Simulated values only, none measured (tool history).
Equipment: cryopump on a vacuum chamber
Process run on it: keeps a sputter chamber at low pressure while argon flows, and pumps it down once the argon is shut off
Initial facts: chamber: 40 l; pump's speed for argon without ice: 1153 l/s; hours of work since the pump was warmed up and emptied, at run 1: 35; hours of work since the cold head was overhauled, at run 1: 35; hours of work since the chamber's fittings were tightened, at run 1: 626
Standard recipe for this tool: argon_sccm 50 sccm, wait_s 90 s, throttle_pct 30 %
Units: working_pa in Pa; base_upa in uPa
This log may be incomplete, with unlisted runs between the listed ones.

run     day  argon_sccm  wait_s  throttle_pct  hours of work since the pump was warmed up and emptied  hours of work since the cold head was overhauled  hours of work since the chamber's fittings were tightened  working_pa  base_upa
  1       0          50      90            30                                                      35                                                35                                                        626      0.2469      1.77
  2   1.058          50      90            39                                                      46                                                46                                                        636        0.19      1.72
  3   2.529          50     137            30                                                      61                                                61                                                        652      0.2491      1.44
  4   3.458          50      90            30                                                      70                                                70                                                        661      0.2489      1.74
  5   5.446          50      90            24                                                      91                                                91                                                        681      0.3071      1.83
  6   6.562          50      90            30                                                     102                                               102                                                        693      0.2495      1.81
  7    8.45          50      90            30                                                     122                                               122                                                        712      0.2492      1.84
  8  10.279          50      90            30                                                     140                                               140                                                        731      0.2474      1.92
  9  12.117          50      90            30                                                     159                                               159                                                        750      0.2515      1.91
 10  13.904          50      90            30                                                     178                                               178                                                        768      0.2527      1.98
 11  15.958          50      90            30                                                     199                                               199                                                        789      0.2521      1.95
 12  17.275          50      90            30                                                     212                                               212                                                        803      0.2534      2.04
 13  19.292          50      90            30                                                     233                                               233                                                        823      0.2558      2.11
 14    21.3          50      90            30                                                     253                                               253                                                        844      0.2565      2.12
 15  22.633          50      90            30                                                     267                                               267                                                        857      0.2577      2.15
 16  24.008          50      90            30                                                     281                                               281                                                        872      0.2588      2.19
 17  24.992          50      90            30                                                     291                                               291                                                        882      0.2598      2.15
 18    26.9          50      90            30                                                     311                                               311                                                        901      0.2585      2.16
 19  28.275          50      90            30                                                     325                                               325                                                        915      0.2637      2.21
 20  30.104          28      90            21                                                     343                                               343                                                        934      0.2059      2.29
 21  31.417          50     120            30                                                     357                                               357                                                        948      0.2617      2.03
 22  33.175          50     120            22                                                     375                                               375                                                        966      0.3486      2.22
 23  35.242          46     133            20                                                     396                                               396                                                        987      0.3565      2.14
 24  36.233          47      67            30                                                     406                                               406                                                        997      0.2506      2.64
 25  37.242          24      90            24                                                     417                                               417                                                       1007      0.1573      2.44
 26  38.888          60      31            21                                                     433                                               433                                                       1024      0.4487      3.93
     40.638  -- pump warmed up, emptied and cooled again
 27  41.104          26      90            26                                                       5                                               454                                                       1045      0.1471       2.1
 28   43.15          20      56            28                                                      26                                               475                                                       1066      0.1062      2.66
 29  44.262          40      90            30                                                      37                                               486                                                       1077      0.1978      2.16
 30  45.554          44      90            56                                                      50                                               500                                                       1090      0.1176      2.17
 31  46.958          88      25            37                                                      65                                               514                                                       1105      0.3541      4.16
 32  48.971          47     143            22                                                      85                                               535                                                       1125      0.3182      2.03
 33  50.292          46      90            20                                                      99                                               548                                                       1139      0.3425      2.34
 34  52.179          40      66            34                                                     118                                               568                                                       1158       0.177      2.63
 35  53.408          40      66            34                                                     131                                               580                                                       1171       0.177      2.61

Each row is a separate what-if for the run after 35, all from the same tool condition, not one after another. Results?
  A  55.467          21     106            40                                                     152                                               601                                                       1192           ?         ?
  B  55.467          21      29            17                                                     152                                               601                                                       1192           ?         ?
  C  55.467          22      60            42                                                     152                                               601                                                       1192           ?         ?

run  working_pa  base_upa
  A      0.0806      2.31
  B      0.1849      4.01
  C      0.0802       2.8
Stripped of hidden state, with their random variation kept, the same runs would have yielded:
run  working_pa  base_upa
  A      0.0773      0.87
  B      0.1816      2.54
  C      0.0768      1.33
